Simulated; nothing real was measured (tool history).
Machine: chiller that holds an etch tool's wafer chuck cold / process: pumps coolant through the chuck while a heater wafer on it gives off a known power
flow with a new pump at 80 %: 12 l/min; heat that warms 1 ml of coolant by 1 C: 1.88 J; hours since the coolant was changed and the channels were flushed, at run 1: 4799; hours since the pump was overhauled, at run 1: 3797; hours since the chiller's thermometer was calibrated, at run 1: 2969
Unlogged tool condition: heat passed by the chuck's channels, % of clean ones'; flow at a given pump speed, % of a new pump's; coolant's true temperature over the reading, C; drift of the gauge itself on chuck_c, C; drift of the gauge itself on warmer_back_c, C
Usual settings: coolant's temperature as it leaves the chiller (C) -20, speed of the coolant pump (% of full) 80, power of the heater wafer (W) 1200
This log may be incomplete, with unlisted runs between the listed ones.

run,hour,coolant's temperature as it leaves the chiller (C),speed of the coolant pump (% of full),power of the heater wafer (W),hours since the coolant was changed and the channels were flushed,hours since the pump was overhauled,hours since the chiller's thermometer was calibrated,chuck's temperature once it has settled (C),how much warmer the coolant comes back (C)
1,0.0,-20,80,1200,4799,3797,2969,-12.7,3.23
2,106.0,-20,80,1200,4905,3903,3075,-12.5,3.20
3,219.1,-23,80,1200,5018,4016,3188,-15.7,3.16
4,307.5,-23,80,1200,5106,4104,3276,-15.5,3.26
5,416.4,-23,80,1200,5215,4213,3385,-15.5,3.19
6,470.6,-23,80,1041,5270,4268,3440,-16.7,2.78
7,556.7,-23,80,1041,5356,4354,3526,-16.6,2.78
8,666.4,-23,80,1041,5465,4463,3635,-16.7,2.77
9,783.3,-20,80,1200,5582,4580,3752,-12.7,3.16
10,888.1,-23,80,1200,5687,4685,3857,-15.7,3.23
11,979.1,-23,80,1200,5778,4776,3948,-15.8,3.16
12,1097.0,-23,85,1200,5896,4894,4066,-16.0,2.97
13,1214.6,-29,99,859,6014,5012,4184,-24.5,1.82
# hour 1299.2: chiller's thermometer calibrated
14,1322.6,-26,100,1200,6121,5119,23,-19.6,2.53
15,1436.9,-20,67,768,6235,5233,138,-14.4,2.49
16,1508.4,-20,60,1511,6306,5304,209,-8.4,5.48
17,1585.2,-20,60,1511,6383,5381,286,-8.4,5.45
18,1672.5,-19,81,1491,6470,5468,373,-9.9,3.89
19,1755.6,-19,81,1491,6554,5552,456,-9.8,3.94
20,1873.4,-19,81,1491,6671,5669,574,-10.0,3.98
21,1924.5,-23,69,872,6722,5720,625,-16.9,2.78
22,2015.1,-24,72,618,6813,5811,716,-20.0,1.79
# hour 2038.3: coolant changed, channels flushed
23,2110.8,-17,73,618,73,5901,806,-13.0,1.86

Alternative continuations, all from the tool just after run 23; predict every row:
A,2230.8,-20,73,618,193,6021,926,?,?
B,2230.8,-13,60,699,193,6021,926,?,?
C,2230.8,-29,88,1218,193,6021,926,?,?
D,2230.8,-17,73,866,193,6021,926,?,?
E,2230.8,-24,64,1200,193,6021,926,?,?

run,chuck's temperature once it has settled (C),how much warmer the coolant comes back (C)
A,-16.0,1.78
B,-7.7,2.53
C,-21.9,2.94
D,-11.3,2.55
E,-15.4,4.05
With the hidden condition removed and each run's random variation left untouched, the same runs would have given:
run,chuck's temperature once it has settled (C),how much warmer the coolant comes back (C)
A,-16.0,1.78
B,-7.7,2.53
C,-21.9,2.93
D,-11.3,2.54
E,-15.4,4.04
